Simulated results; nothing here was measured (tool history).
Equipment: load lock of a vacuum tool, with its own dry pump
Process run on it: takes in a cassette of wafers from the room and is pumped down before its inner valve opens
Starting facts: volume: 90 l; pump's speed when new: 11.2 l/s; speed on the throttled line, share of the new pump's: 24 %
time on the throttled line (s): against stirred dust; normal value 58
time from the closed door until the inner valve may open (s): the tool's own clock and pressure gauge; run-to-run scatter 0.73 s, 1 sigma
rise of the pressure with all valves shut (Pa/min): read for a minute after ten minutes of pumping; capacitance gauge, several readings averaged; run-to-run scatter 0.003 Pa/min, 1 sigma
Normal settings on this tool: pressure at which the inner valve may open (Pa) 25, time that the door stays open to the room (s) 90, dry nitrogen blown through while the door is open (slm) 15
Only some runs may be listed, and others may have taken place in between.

run	hour	time on the throttled line (s)	pressure at which the inner valve may open (Pa)	time that the door stays open to the room (s)	dry nitrogen blown through while the door is open (slm)	incoming humidity of the room's air, %	time from the closed door until the inner valve may open (s)	rise of the pressure with all valves shut (Pa/min)
1	0.0	58	25	90	15	47.3	111.2	0.060
2	171.2	58	25	90	15	46.5	109.9	0.059
3	260.3	58	25	90	5	44.2	110.6	0.074
4	376.0	58	25	90	5	43.4	110.9	0.077
5	521.8	58	25	90	5	43.3	111.2	0.076
6	652.4	58	25	90	5	45.3	110.7	0.081
7	805.8	58	21	90	15	42.7	113.6	0.066
8	924.6	58	25	90	15	43.2	110.8	0.065
9	1035.5	58	25	90	15	44.5	110.9	0.064
10	1209.4	58	25	90	15	47.3	110.6	0.067
11	1320.8	112	25	28	41	49.6	152.1	0.047
12	1503.9	112	25	28	41	44.2	152.2	0.046
13	1691.4	39	22	27	25	43.6	98.7	0.052
14	1814.6	39	22	27	25	46.2	97.0	0.050
15	1946.1	82	22	85	25	42.8	131.4	0.063
16	2128.8	69	28	191	12	45.5	120.0	0.089
17	2237.5	58	25	217	6	44.0	111.7	0.099
18	2395.2	58	25	217	6	43.7	112.9	0.099
19	2532.7	36	31	31	5	44.8	94.3	0.069
20	2638.9	104	48	31	5	47.7	140.6	0.078

4 options for the next run, each taken on its own from the tool as it stands now. Forecast them:
A	2721.8	66	35	31	5	46.3	?	?
B	2721.8	58	25	62	29	45.4	?	?
C	2721.8	104	48	31	13	45.1	?	?
D	2721.8	56	45	86	15	47.1	?	?

run	time from the closed door until the inner valve may open (s)	rise of the pressure with all valves shut (Pa/min)
A	115.9	0.076
B	112.8	0.063
C	142.0	0.068
D	105.4	0.073
Stripped of hidden state, with their random variation kept, the same runs would have yielded:
run	time from the closed door until the inner valve may open (s)	rise of the pressure with all valves shut (Pa/min)
A	114.9	0.040
B	111.7	0.026
C	141.3	0.031
D	104.4	0.037
